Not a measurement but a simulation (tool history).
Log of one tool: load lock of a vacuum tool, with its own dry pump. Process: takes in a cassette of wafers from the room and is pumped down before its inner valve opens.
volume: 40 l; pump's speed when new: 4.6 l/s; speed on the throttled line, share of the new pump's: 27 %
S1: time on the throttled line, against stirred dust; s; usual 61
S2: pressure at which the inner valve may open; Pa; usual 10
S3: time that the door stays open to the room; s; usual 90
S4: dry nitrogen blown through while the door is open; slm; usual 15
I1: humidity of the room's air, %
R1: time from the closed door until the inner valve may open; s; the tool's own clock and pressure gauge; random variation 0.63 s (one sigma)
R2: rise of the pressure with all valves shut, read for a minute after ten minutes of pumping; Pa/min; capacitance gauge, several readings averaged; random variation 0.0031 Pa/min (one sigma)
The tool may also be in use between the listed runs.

run     hour   S1  S2   S3  S4    I1     R1     R2
  1      0.0   61  10   90  15  43.4  135.6  0.397
  2    525.2   61  10   90  15  41.8  135.1  0.440
  3   1034.8   61  10   90  15  47.3  135.1  0.483
  4   1641.1   61  10   90  15  47.0  136.4  0.552
  5   2035.1   61  10   90  15  46.9  138.3  0.577
      2085.4  -- door's seal changed, seat wiped
  6   2654.3   61  10   90  15  41.8  137.6  0.075
  7   2938.0   61  10   90  15  45.1  138.6  0.087
  8   3513.9   61  10   90  18  45.2  138.6  0.099
      3734.6  -- dry pump taken out, an overhauled one fitted
  9   4050.6   61  10   90  18  48.9  127.7  0.126
 10   4301.7   61   9   90  15  43.3  128.3  0.135
 11   4828.7   61   9   90  15  47.5  128.6  0.168
 12   5335.5   61   9   90  15  48.0  129.4  0.196
 13   5888.8   60  10   90  15  45.6  126.6  0.233
 14   6495.6   60  10   90  15  45.1  129.4  0.276
 15   6754.6   60  10   90   7  42.5  128.5  0.304
 16   7258.0   61  11   90  15  43.5  129.1  0.335
 17   7621.0   61  11   90  15  41.5  128.8  0.355
 18   7928.5   61  11   90  15  44.6  129.4  0.392
 19   8423.2   61  10   90  15  46.9  130.0  0.456
 20   9015.5   61  10   48  15  47.5  131.2  0.508
      9488.5  -- door's seal changed, seat wiped
 21   9543.8   61  10   48  15  47.1  131.7  0.057
 22   9864.2   61  10   48  15  43.7  132.8  0.062
 23  10361.3  115   9   67   9  47.3  171.8  0.098
 24  10783.7   61  11  204  14  42.8  132.1  0.128
 25  11404.1   61  10  204  14  45.9  133.7  0.151
 26  11983.2   61  11   90  15  41.4  133.0  0.157
 27  12597.1   61  11   90  15  43.3  134.8  0.190
 28  13156.4   61  11   90  15  43.0  133.6  0.230
 29  13638.0   61  10   80  15  43.9  136.6  0.254
 30  14065.2   61  10   80  15  48.2  135.7  0.278
 31  14585.7   61  10   80  15  45.2  137.0  0.323
 32  15012.6   58  10  110  15  46.0  134.3  0.362
 33  15432.9   99  16   79   6  44.0  159.8  0.402
 34  15741.7   99  16   74   4  48.9  159.2  0.452
 35  16315.9   99  16   74   4  45.5  159.6  0.503
     16559.3  -- dry pump taken out, an overhauled one fitted
     16900.8  -- door's seal changed, seat wiped
 36  16925.0   66  12   96  24  47.0  129.0  0.058
 37  17289.3   66  12   96  24  45.0  129.9  0.069

3 ways to go on from here, each from the tool as it stands after run 37. What would each give?
  A  17713.3  66   8  120  24  42.5   ?   ?
  B  17713.3  66  12   96  44  47.6   ?   ?
  C  17713.3  41  12   44  24  47.9   ?   ?

run     R1     R2
  A  134.3  0.078
  B  129.4  0.067
  C  112.1  0.063
Without the tool's hidden state the same runs would have given:
run     R1     R2
  A  132.5  0.059
  B  127.7  0.048
  C  110.2  0.044
